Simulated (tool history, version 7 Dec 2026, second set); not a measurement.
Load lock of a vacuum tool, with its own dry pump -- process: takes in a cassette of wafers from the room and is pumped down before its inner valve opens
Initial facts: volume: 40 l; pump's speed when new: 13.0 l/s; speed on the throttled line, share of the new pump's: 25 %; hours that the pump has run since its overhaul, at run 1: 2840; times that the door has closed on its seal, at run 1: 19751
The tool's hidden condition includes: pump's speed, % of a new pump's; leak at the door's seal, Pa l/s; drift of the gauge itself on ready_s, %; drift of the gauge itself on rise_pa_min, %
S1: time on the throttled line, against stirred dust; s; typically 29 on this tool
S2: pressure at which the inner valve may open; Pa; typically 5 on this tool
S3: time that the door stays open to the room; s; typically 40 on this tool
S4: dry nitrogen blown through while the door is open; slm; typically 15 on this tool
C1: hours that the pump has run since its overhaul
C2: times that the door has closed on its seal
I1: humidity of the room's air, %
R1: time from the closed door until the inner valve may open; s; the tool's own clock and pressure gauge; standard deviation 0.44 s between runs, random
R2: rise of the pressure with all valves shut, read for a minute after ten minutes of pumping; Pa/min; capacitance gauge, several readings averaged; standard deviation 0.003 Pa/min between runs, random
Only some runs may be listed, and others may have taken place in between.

run	hour	S1	S2	S3	S4	C1	C2	I1	R1	R2
1	0.0	29	5	40	15	2840	19751	41.3	54.4	0.147
2	98.8	29	4	40	15	2939	20103	48.0	55.6	0.157
3	171.0	29	4	40	15	3011	20360	44.1	54.8	0.158
4	306.5	29	4	40	15	3147	20843	45.6	55.4	0.160
5	444.3	29	4	35	15	3284	21334	43.4	55.6	0.164
6	569.3	29	4	35	15	3409	21780	48.0	55.2	0.178
7	641.9	29	4	35	15	3482	22038	48.0	54.8	0.175
8	776.5	29	5	40	15	3617	22518	45.5	53.9	0.183
9	844.7	29	5	40	15	3685	22761	46.5	54.6	0.181
# hour 874.6: door's seal changed, seat wiped
10	920.8	29	5	40	15	3759	165	45.1	54.6	0.023
11	1013.5	29	5	40	15	3852	495	45.0	54.4	0.021
12	1157.6	29	5	40	15	3996	1009	44.7	54.4	0.026
13	1245.1	29	5	40	15	4084	1321	44.8	55.1	0.021
14	1331.5	33	5	214	15	4170	1629	45.2	57.9	0.065
15	1412.6	33	5	214	25	4251	1917	46.7	58.3	0.054
16	1500.0	33	5	214	25	4339	2229	42.7	57.9	0.046
17	1614.4	24	10	92	7	4453	2637	47.4	49.2	0.060
18	1721.7	24	10	92	7	4560	3019	43.8	48.6	0.061

Here are 4 independent what-if runs from the current tool condition. What would each one return?
A	1817.1	29	7	32	7	4656	3359	46.5	?	?
B	1817.1	16	5	92	8	4656	3359	45.1	?	?
C	1817.1	24	6	176	7	4656	3359	45.4	?	?
D	1817.1	29	5	40	18	4656	3359	43.7	?	?

run	R1	R2
A	54.2	0.034
B	45.9	0.053
C	51.0	0.088
D	55.2	0.027
Without the tool's unlogged condition, the same runs would have read:
run	R1	R2
A	52.2	0.022
B	43.4	0.042
C	48.7	0.077
D	53.0	0.016

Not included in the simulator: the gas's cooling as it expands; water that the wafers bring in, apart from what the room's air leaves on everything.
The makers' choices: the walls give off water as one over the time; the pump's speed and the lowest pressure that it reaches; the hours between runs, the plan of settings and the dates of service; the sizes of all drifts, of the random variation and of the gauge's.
